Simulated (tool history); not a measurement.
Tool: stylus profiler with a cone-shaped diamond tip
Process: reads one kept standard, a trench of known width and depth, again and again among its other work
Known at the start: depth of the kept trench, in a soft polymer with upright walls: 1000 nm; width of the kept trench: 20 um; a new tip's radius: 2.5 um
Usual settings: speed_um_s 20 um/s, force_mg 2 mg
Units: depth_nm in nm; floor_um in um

| run | day | speed_um_s | force_mg | depth_nm | floor_um |
|---|---|---|---|---|---|
| 1 | 0 | 20 | 2 | 1012.72 | 15.89 |
| 2 | 2.412 | 20 | 5.37 | 1025.03 | 15.93 |
| 3 | 5.042 | 17 | 5.37 | 1024.83 | 15.97 |
| 4 | 7.546 | 17 | 5.37 | 1024.63 | 15.94 |
| 5 | 10.271 | 20 | 2 | 1012.84 | 15.86 |
| 6 | 13.446 | 49 | 2 | 1012.7 | 15.7 |
| 7 | 16.05 | 20 | 1.31 | 1009.48 | 15.86 |
| 8 | 17.483 | 20 | 2 | 1013.04 | 15.85 |
| 9 | 19.458 | 20 | 2 | 1012.9 | 15.88 |
| 10 | 22.333 | 20 | 2 | 1012.62 | 15.83 |
| 11 | 25.817 | 20 | 2 | 1012.7 | 15.83 |
| 12 | 28.442 | 20 | 2 | 1013.05 | 15.91 |
| 13 | 31.154 | 20 | 2 | 1012.33 | 15.88 |
| 14 | 32.683 | 20 | 0.7 | 1006.77 | 15.8 |
| 15 | 35.388 | 40 | 1.35 | 1009.87 | 15.62 |
|  | 36.421 | height scale calibrated on a step standard |
| 16 | 38.475 | 64 | 3.01 | 1016.87 | 15.68 |
| 17 | 40.092 | 7 | 2 | 1012.59 | 15.92 |
| 18 | 42.958 | 7 | 2 | 1012.87 | 15.9 |
| 19 | 45.6 | 5 | 0.75 | 1006.77 | 15.94 |
| 20 | 48.058 | 5 | 0.75 | 1006.22 | 15.89 |
| 21 | 50.679 | 5 | 0.75 | 1006.58 | 15.9 |
| 22 | 53.446 | 43 | 3.96 | 1019.83 | 15.81 |
| 23 | 55.358 | 63 | 1.85 | 1012.6 | 15.54 |
| 24 | 57.504 | 23 | 1.14 | 1008.72 | 15.83 |
| 25 | 59.229 | 55 | 0.78 | 1007.04 | 15.44 |

Forecast each of these 4 alternatives for the next run:
| A | 62.1 | 20 | 1.5 | ? | ? |
| B | 62.1 | 55 | 3.7 | ? | ? |
| C | 62.1 | 22 | 2 | ? | ? |
| D | 62.1 | 39 | 2 | ? | ? |

| run | depth_nm | floor_um |
|---|---|---|
| A | 1010.85 | 15.85 |
| B | 1019.21 | 15.73 |
| C | 1012.82 | 15.83 |
| D | 1012.96 | 15.75 |
Without the tool's hidden state the same runs would have given:
| run | depth_nm | floor_um |
|---|---|---|
| A | 1010.84 | 15.87 |
| B | 1019.19 | 15.75 |
| C | 1012.81 | 15.85 |
| D | 1012.94 | 15.77 |
